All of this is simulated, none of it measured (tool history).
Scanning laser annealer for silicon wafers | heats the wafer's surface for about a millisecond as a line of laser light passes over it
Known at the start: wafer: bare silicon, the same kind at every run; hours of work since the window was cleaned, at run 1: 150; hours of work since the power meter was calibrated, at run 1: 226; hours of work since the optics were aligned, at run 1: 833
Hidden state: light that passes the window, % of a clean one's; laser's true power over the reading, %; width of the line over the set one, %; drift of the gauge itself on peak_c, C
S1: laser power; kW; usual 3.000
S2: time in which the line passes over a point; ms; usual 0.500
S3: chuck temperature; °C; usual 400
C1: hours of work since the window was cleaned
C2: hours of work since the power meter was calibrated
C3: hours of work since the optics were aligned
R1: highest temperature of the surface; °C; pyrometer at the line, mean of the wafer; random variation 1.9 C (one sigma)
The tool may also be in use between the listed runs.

{"run": 1, "hour": 0.0, "S1": 3.0, "S2": 0.5, "S3": 400, "C1": 150, "C2": 226, "C3": 833, "R1": 1167}
{"run": 2, "hour": 13.9, "S1": 3.269, "S2": 0.5, "S3": 400, "C1": 157, "C2": 233, "C3": 840, "R1": 1239}
{"run": 3, "hour": 27.5, "S1": 3.269, "S2": 0.5, "S3": 400, "C1": 163, "C2": 239, "C3": 846, "R1": 1240}
{"run": 4, "hour": 36.9, "S1": 3.269, "S2": 0.5, "S3": 400, "C1": 167, "C2": 243, "C3": 850, "R1": 1242}
{"run": 5, "hour": 51.1, "S1": 3.0, "S2": 0.428, "S3": 400, "C1": 174, "C2": 250, "C3": 857, "R1": 1099}
{"run": 6, "hour": 65.4, "S1": 3.0, "S2": 0.5, "S3": 400, "C1": 180, "C2": 256, "C3": 864, "R1": 1165}
{"run": 7, "hour": 75.0, "S1": 3.0, "S2": 0.5, "S3": 400, "C1": 185, "C2": 261, "C3": 868, "R1": 1165}
{"run": 8, "hour": 88.6, "S1": 3.0, "S2": 0.5, "S3": 400, "C1": 191, "C2": 267, "C3": 874, "R1": 1164}
{"run": 9, "hour": 96.7, "S1": 3.0, "S2": 0.5, "S3": 400, "C1": 195, "C2": 271, "C3": 878, "R1": 1166}
{"run": 10, "hour": 110.6, "S1": 3.0, "S2": 0.5, "S3": 400, "C1": 201, "C2": 277, "C3": 884, "R1": 1165}
{"run": 11, "hour": 122.7, "S1": 3.0, "S2": 0.5, "S3": 400, "C1": 207, "C2": 283, "C3": 890, "R1": 1164}
{"run": 12, "hour": 133.3, "S1": 3.0, "S2": 0.5, "S3": 400, "C1": 212, "C2": 288, "C3": 895, "R1": 1163}
{"run": 13, "hour": 146.3, "S1": 3.0, "S2": 0.5, "S3": 400, "C1": 218, "C2": 294, "C3": 901, "R1": 1162}
{"run": 14, "hour": 156.5, "S1": 3.057, "S2": 0.5, "S3": 400, "C1": 222, "C2": 298, "C3": 906, "R1": 1179}
{"run": 15, "hour": 169.6, "S1": 3.0, "S2": 0.5, "S3": 400, "C1": 228, "C2": 304, "C3": 912, "R1": 1162}
{"run": 16, "hour": 180.8, "S1": 3.0, "S2": 0.355, "S3": 400, "C1": 233, "C2": 310, "C3": 917, "R1": 1034}
{"run": 17, "hour": 187.3, "S1": 3.0, "S2": 0.355, "S3": 400, "C1": 236, "C2": 313, "C3": 920, "R1": 1032}
{"run": 18, "hour": 199.0, "S1": 3.0, "S2": 0.355, "S3": 400, "C1": 242, "C2": 318, "C3": 925, "R1": 1032}
{"run": 19, "hour": 206.4, "S1": 3.0, "S2": 0.355, "S3": 400, "C1": 245, "C2": 321, "C3": 929, "R1": 1033}
{"run": 20, "hour": 213.9, "S1": 3.0, "S2": 0.355, "S3": 400, "C1": 249, "C2": 325, "C3": 932, "R1": 1030}
{"run": 21, "hour": 224.5, "S1": 3.0, "S2": 0.355, "S3": 400, "C1": 254, "C2": 330, "C3": 937, "R1": 1032}
{"run": 22, "hour": 236.9, "S1": 3.0, "S2": 0.355, "S3": 400, "C1": 259, "C2": 335, "C3": 943, "R1": 1035}
{"run": 23, "hour": 247.3, "S1": 3.156, "S2": 0.563, "S3": 428, "C1": 264, "C2": 340, "C3": 947, "R1": 1287}
{"run": 24, "hour": 254.9, "S1": 3.155, "S2": 0.38, "S3": 399, "C1": 268, "C2": 344, "C3": 951, "R1": 1093}
{"hour": 257.8, "done": "window over the wafer cleaned"}
{"run": 25, "hour": 268.2, "S1": 2.98, "S2": 0.543, "S3": 431, "C1": 5, "C2": 349, "C3": 956, "R1": 1214}
{"run": 26, "hour": 279.5, "S1": 2.98, "S2": 0.594, "S3": 398, "C1": 10, "C2": 354, "C3": 961, "R1": 1218}
{"run": 27, "hour": 293.4, "S1": 2.98, "S2": 0.467, "S3": 387, "C1": 16, "C2": 361, "C3": 968, "R1": 1110}
{"hour": 302.8, "done": "window over the wafer cleaned, once more"}
{"run": 28, "hour": 307.1, "S1": 2.98, "S2": 0.467, "S3": 387, "C1": 2, "C2": 366, "C3": 973, "R1": 1126}
{"run": 29, "hour": 313.6, "S1": 2.98, "S2": 0.467, "S3": 387, "C1": 5, "C2": 369, "C3": 976, "R1": 1124}
{"run": 30, "hour": 321.9, "S1": 3.141, "S2": 0.396, "S3": 389, "C1": 9, "C2": 373, "C3": 980, "R1": 1103}
{"run": 31, "hour": 334.3, "S1": 3.261, "S2": 0.489, "S3": 390, "C1": 14, "C2": 378, "C3": 986, "R1": 1220}
{"run": 32, "hour": 340.5, "S1": 3.108, "S2": 0.403, "S3": 417, "C1": 17, "C2": 381, "C3": 988, "R1": 1130}
{"run": 33, "hour": 346.6, "S1": 2.966, "S2": 0.475, "S3": 393, "C1": 20, "C2": 384, "C3": 991, "R1": 1134}
{"run": 34, "hour": 356.5, "S1": 3.0, "S2": 0.367, "S3": 430, "C1": 25, "C2": 389, "C3": 996, "R1": 1083}
{"run": 35, "hour": 369.4, "S1": 3.233, "S2": 0.359, "S3": 380, "C1": 31, "C2": 395, "C3": 1002, "R1": 1076}
{"run": 36, "hour": 375.7, "S1": 2.708, "S2": 0.5, "S3": 409, "C1": 34, "C2": 398, "C3": 1005, "R1": 1091}
{"run": 37, "hour": 383.2, "S1": 3.275, "S2": 0.5, "S3": 365, "C1": 37, "C2": 401, "C3": 1008, "R1": 1211}
{"run": 38, "hour": 392.3, "S1": 3.275, "S2": 0.5, "S3": 365, "C1": 41, "C2": 405, "C3": 1012, "R1": 1208}
{"run": 39, "hour": 404.3, "S1": 2.712, "S2": 0.455, "S3": 372, "C1": 47, "C2": 411, "C3": 1018, "R1": 1025}
{"run": 40, "hour": 417.2, "S1": 3.022, "S2": 0.473, "S3": 371, "C1": 53, "C2": 417, "C3": 1024, "R1": 1120}
{"run": 41, "hour": 425.0, "S1": 3.027, "S2": 0.492, "S3": 400, "C1": 56, "C2": 420, "C3": 1027, "R1": 1169}

Hidden state at the last listed run before each entry between runs and at the first one after, where it differs:
Between runs 24 and 25: window over the wafer cleaned (hour 257.8)
  light that passes the window, % of a clean one's: 98.81 -> 98.2; laser's true power over the reading, %: 0.03 -> 0.02; width of the line over the set one, %: 0.74 -> 0.75
  measured less the result without the state, R1: -12 -> -19 °C
Between runs 27 and 28: window over the wafer cleaned, once more (hour 302.8)
  light that passes the window, % of a clean one's: 98.16 -> 99.84
  measured less the result without the state, R1: -18 -> -4 °C

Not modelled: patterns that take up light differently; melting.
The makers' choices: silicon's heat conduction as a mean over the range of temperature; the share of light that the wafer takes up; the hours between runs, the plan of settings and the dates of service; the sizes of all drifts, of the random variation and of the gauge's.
